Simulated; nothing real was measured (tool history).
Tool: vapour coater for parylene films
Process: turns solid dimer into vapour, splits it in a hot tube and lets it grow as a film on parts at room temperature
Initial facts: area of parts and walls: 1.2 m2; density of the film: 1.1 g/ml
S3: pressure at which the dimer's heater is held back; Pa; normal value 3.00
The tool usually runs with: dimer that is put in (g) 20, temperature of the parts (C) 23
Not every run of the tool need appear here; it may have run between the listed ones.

run 1 hour=0.0 | dimer_that_is_put_in_(g)=20 temperature_of_the_parts_(C)=23 S3=3.00 | thickness_of_the_film_(µm)=9.01
run 2 hour=11.9 | dimer_that_is_put_in_(g)=20 temperature_of_the_parts_(C)=28 S3=3.00 | thickness_of_the_film_(µm)=8.07
run 3 hour=21.4 | dimer_that_is_put_in_(g)=20 temperature_of_the_parts_(C)=28 S3=3.00 | thickness_of_the_film_(µm)=8.18
run 4 hour=33.8 | dimer_that_is_put_in_(g)=20 temperature_of_the_parts_(C)=23 S3=8.41 | thickness_of_the_film_(µm)=8.16
run 5 hour=43.6 | dimer_that_is_put_in_(g)=20 temperature_of_the_parts_(C)=23 S3=2.17 | thickness_of_the_film_(µm)=9.35
run 6 hour=62.4 | dimer_that_is_put_in_(g)=20 temperature_of_the_parts_(C)=23 S3=2.17 | thickness_of_the_film_(µm)=9.39
run 7 hour=81.6 | dimer_that_is_put_in_(g)=20 temperature_of_the_parts_(C)=21 S3=3.00 | thickness_of_the_film_(µm)=9.56
run 8 hour=100.2 | dimer_that_is_put_in_(g)=20 temperature_of_the_parts_(C)=21 S3=3.00 | thickness_of_the_film_(µm)=9.52
run 9 hour=118.5 | dimer_that_is_put_in_(g)=20 temperature_of_the_parts_(C)=21 S3=3.00 | thickness_of_the_film_(µm)=9.53
-- hour=124.3 trap's valve overhauled
run 10 hour=136.1 | dimer_that_is_put_in_(g)=20 temperature_of_the_parts_(C)=23 S3=3.00 | thickness_of_the_film_(µm)=9.11
run 11 hour=156.3 | dimer_that_is_put_in_(g)=20 temperature_of_the_parts_(C)=23 S3=3.00 | thickness_of_the_film_(µm)=9.13
run 12 hour=176.5 | dimer_that_is_put_in_(g)=20 temperature_of_the_parts_(C)=23 S3=3.00 | thickness_of_the_film_(µm)=9.02
run 13 hour=190.5 | dimer_that_is_put_in_(g)=20 temperature_of_the_parts_(C)=16 S3=3.00 | thickness_of_the_film_(µm)=10.41
run 14 hour=210.1 | dimer_that_is_put_in_(g)=20 temperature_of_the_parts_(C)=16 S3=3.00 | thickness_of_the_film_(µm)=10.54
run 15 hour=228.5 | dimer_that_is_put_in_(g)=20 temperature_of_the_parts_(C)=33 S3=3.00 | thickness_of_the_film_(µm)=7.21
-- hour=236.1 trap's valve overhauled, once more
run 16 hour=241.0 | dimer_that_is_put_in_(g)=9 temperature_of_the_parts_(C)=33 S3=7.82 | thickness_of_the_film_(µm)=2.95
run 17 hour=258.6 | dimer_that_is_put_in_(g)=20 temperature_of_the_parts_(C)=31 S3=3.13 | thickness_of_the_film_(µm)=7.50
run 18 hour=267.6 | dimer_that_is_put_in_(g)=20 temperature_of_the_parts_(C)=17 S3=2.86 | thickness_of_the_film_(µm)=10.44
run 19 hour=278.9 | dimer_that_is_put_in_(g)=20 temperature_of_the_parts_(C)=17 S3=2.86 | thickness_of_the_film_(µm)=10.49
run 20 hour=296.5 | dimer_that_is_put_in_(g)=18 temperature_of_the_parts_(C)=29 S3=10.92 | thickness_of_the_film_(µm)=6.30

The next listed run, before its measurement:
run 21 hour=306.4 | dimer_that_is_put_in_(g)=18 temperature_of_the_parts_(C)=29 S3=10.92 | thickness_of_the_film_(µm)=?

thickness of the film (µm): 6.22
The same run, on a tool lacking any hidden state, would have yielded thickness of the film (µm) 6.24.
